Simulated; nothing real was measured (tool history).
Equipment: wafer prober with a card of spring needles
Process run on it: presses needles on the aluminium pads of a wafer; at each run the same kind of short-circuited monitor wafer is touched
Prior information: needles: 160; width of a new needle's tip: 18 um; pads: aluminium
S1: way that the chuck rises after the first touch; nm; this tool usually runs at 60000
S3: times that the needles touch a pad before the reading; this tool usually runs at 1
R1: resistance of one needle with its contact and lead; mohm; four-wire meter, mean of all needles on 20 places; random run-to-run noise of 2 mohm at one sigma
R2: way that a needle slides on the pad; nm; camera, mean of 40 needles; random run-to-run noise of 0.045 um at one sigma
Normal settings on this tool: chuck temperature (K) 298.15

{"run": 1, "hour": 0.0, "S1": 60000, "chuck temperature (K)": 298.15, "S3": 1, "R1": 278, "R2": 13580}
{"hour": 6.4, "done": "tips cleaned on abrasive film"}
{"run": 2, "hour": 25.0, "S1": 60000, "chuck temperature (K)": 298.15, "S3": 3, "R1": 239, "R2": 13530}
{"hour": 29.1, "done": "tips cleaned on abrasive film"}
{"run": 3, "hour": 46.5, "S1": 60000, "chuck temperature (K)": 331.15, "S3": 3, "R1": 245, "R2": 13580}
{"hour": 51.1, "done": "tips cleaned on abrasive film"}
{"run": 4, "hour": 66.8, "S1": 60000, "chuck temperature (K)": 298.15, "S3": 1, "R1": 271, "R2": 13470}
{"hour": 74.7, "done": "tips cleaned on abrasive film"}
{"run": 5, "hour": 82.4, "S1": 41000, "chuck temperature (K)": 298.15, "S3": 1, "R1": 305, "R2": 9230}
{"hour": 98.3, "done": "tips cleaned on abrasive film"}
{"run": 6, "hour": 106.4, "S1": 60000, "chuck temperature (K)": 298.15, "S3": 1, "R1": 258, "R2": 13460}
{"hour": 120.6, "done": "tips cleaned on abrasive film"}
{"run": 7, "hour": 124.6, "S1": 60000, "chuck temperature (K)": 298.15, "S3": 1, "R1": 246, "R2": 13490}
{"hour": 143.2, "done": "tips cleaned on abrasive film"}
{"run": 8, "hour": 147.0, "S1": 60000, "chuck temperature (K)": 387.15, "S3": 1, "R1": 258, "R2": 13430}
{"run": 9, "hour": 157.8, "S1": 60000, "chuck temperature (K)": 298.15, "S3": 1, "R1": 277, "R2": 13410}
{"hour": 166.3, "done": "tips cleaned on abrasive film"}
{"run": 10, "hour": 175.7, "S1": 60000, "chuck temperature (K)": 298.15, "S3": 1, "R1": 263, "R2": 13500}
{"hour": 190.1, "done": "tips cleaned on abrasive film"}
{"run": 11, "hour": 200.8, "S1": 53000, "chuck temperature (K)": 298.15, "S3": 1, "R1": 274, "R2": 11870}
{"hour": 213.1, "done": "tips cleaned on abrasive film"}
{"run": 12, "hour": 224.1, "S1": 53000, "chuck temperature (K)": 298.15, "S3": 1, "R1": 285, "R2": 11790}
{"hour": 235.5, "done": "tips cleaned on abrasive film"}
{"run": 13, "hour": 239.9, "S1": 60000, "chuck temperature (K)": 298.15, "S3": 1, "R1": 247, "R2": 13440}
{"hour": 258.7, "done": "tips cleaned on abrasive film"}
{"run": 14, "hour": 260.7, "S1": 60000, "chuck temperature (K)": 298.15, "S3": 1, "R1": 234, "R2": 13360}
{"hour": 280.6, "done": "tips cleaned on abrasive film"}
{"run": 15, "hour": 282.7, "S1": 60000, "chuck temperature (K)": 298.15, "S3": 2, "R1": 221, "R2": 13420}
{"run": 16, "hour": 301.8, "S1": 60000, "chuck temperature (K)": 298.15, "S3": 2, "R1": 254, "R2": 13420}
{"hour": 303.8, "done": "tips cleaned on abrasive film"}
{"run": 17, "hour": 314.0, "S1": 60000, "chuck temperature (K)": 298.15, "S3": 2, "R1": 246, "R2": 13380}
{"hour": 326.8, "done": "tips cleaned on abrasive film"}
{"run": 18, "hour": 337.8, "S1": 59000, "chuck temperature (K)": 339.15, "S3": 2, "R1": 256, "R2": 13100}
{"hour": 349.5, "done": "tips cleaned on abrasive film"}
{"run": 19, "hour": 351.9, "S1": 79000, "chuck temperature (K)": 339.15, "S3": 2, "R1": 232, "R2": 17650}
{"run": 20, "hour": 368.1, "S1": 60000, "chuck temperature (K)": 298.15, "S3": 1, "R1": 286, "R2": 13380}
{"hour": 371.6, "done": "tips cleaned on abrasive film"}
{"run": 21, "hour": 382.2, "S1": 60000, "chuck temperature (K)": 298.15, "S3": 1, "R1": 267, "R2": 13350}
{"hour": 394.5, "done": "tips cleaned on abrasive film"}
{"run": 22, "hour": 399.5, "S1": 60000, "chuck temperature (K)": 301.15, "S3": 2, "R1": 238, "R2": 13280}
{"hour": 417.5, "done": "tips cleaned on abrasive film"}
{"run": 23, "hour": 421.3, "S1": 79000, "chuck temperature (K)": 312.15, "S3": 1, "R1": 233, "R2": 17600}
{"run": 24, "hour": 435.2, "S1": 46000, "chuck temperature (K)": 298.15, "S3": 1, "R1": 328, "R2": 10140}
{"hour": 440.0, "done": "tips cleaned on abrasive film"}
{"run": 25, "hour": 459.4, "S1": 69000, "chuck temperature (K)": 310.15, "S3": 1, "R1": 270, "R2": 15370}
{"hour": 461.9, "done": "tips cleaned on abrasive film"}
{"run": 26, "hour": 479.0, "S1": 42000, "chuck temperature (K)": 318.15, "S3": 1, "R1": 354, "R2": 9210}
{"hour": 484.9, "done": "tips cleaned on abrasive film"}
{"run": 27, "hour": 490.4, "S1": 57000, "chuck temperature (K)": 369.15, "S3": 1, "R1": 267, "R2": 12520}
{"hour": 508.5, "done": "tips cleaned on abrasive film"}
{"run": 28, "hour": 512.3, "S1": 57000, "chuck temperature (K)": 369.15, "S3": 1, "R1": 262, "R2": 12630}
{"run": 29, "hour": 526.0, "S1": 80000, "chuck temperature (K)": 298.15, "S3": 1, "R1": 255, "R2": 17810}
{"hour": 530.6, "done": "tips cleaned on abrasive film"}
{"run": 30, "hour": 542.4, "S1": 56000, "chuck temperature (K)": 298.15, "S3": 1, "R1": 283, "R2": 12390}
{"hour": 552.5, "done": "tips cleaned on abrasive film"}
{"run": 31, "hour": 560.6, "S1": 63000, "chuck temperature (K)": 329.15, "S3": 2, "R1": 243, "R2": 13900}
{"run": 32, "hour": 574.1, "S1": 60000, "chuck temperature (K)": 381.15, "S3": 1, "R1": 302, "R2": 13240}
{"hour": 576.5, "done": "tips cleaned on abrasive film"}
{"run": 33, "hour": 590.5, "S1": 60000, "chuck temperature (K)": 381.15, "S3": 1, "R1": 288, "R2": 13240}
{"hour": 599.2, "done": "tips cleaned on abrasive film"}
{"run": 34, "hour": 613.5, "S1": 54000, "chuck temperature (K)": 338.15, "S3": 1, "R1": 302, "R2": 11880}

Alternative continuations, all from the tool just after run 34; predict every row:
{"hour": 621.7, "done": "tips cleaned on abrasive film"}
{"run": "A", "hour": 627.5, "S1": 78000, "chuck temperature (K)": 306.15, "S3": 1, "R1": "?", "R2": "?"}
{"hour": 621.7, "done": "tips cleaned on abrasive film"}
{"run": "B", "hour": 627.5, "S1": 60000, "chuck temperature (K)": 301.15, "S3": 1, "R1": "?", "R2": "?"}
{"hour": 621.7, "done": "tips cleaned on abrasive film"}
{"run": "C", "hour": 627.5, "S1": 77000, "chuck temperature (K)": 302.15, "S3": 2, "R1": "?", "R2": "?"}

run=A R1=238 R2=17270
run=B R1=256 R2=13150
run=C R1=228 R2=17150
What these runs would have given with no unlogged condition in the tool:
run=A R1=213 R2=17620
run=B R1=217 R2=13500
run=C R1=212 R2=17500
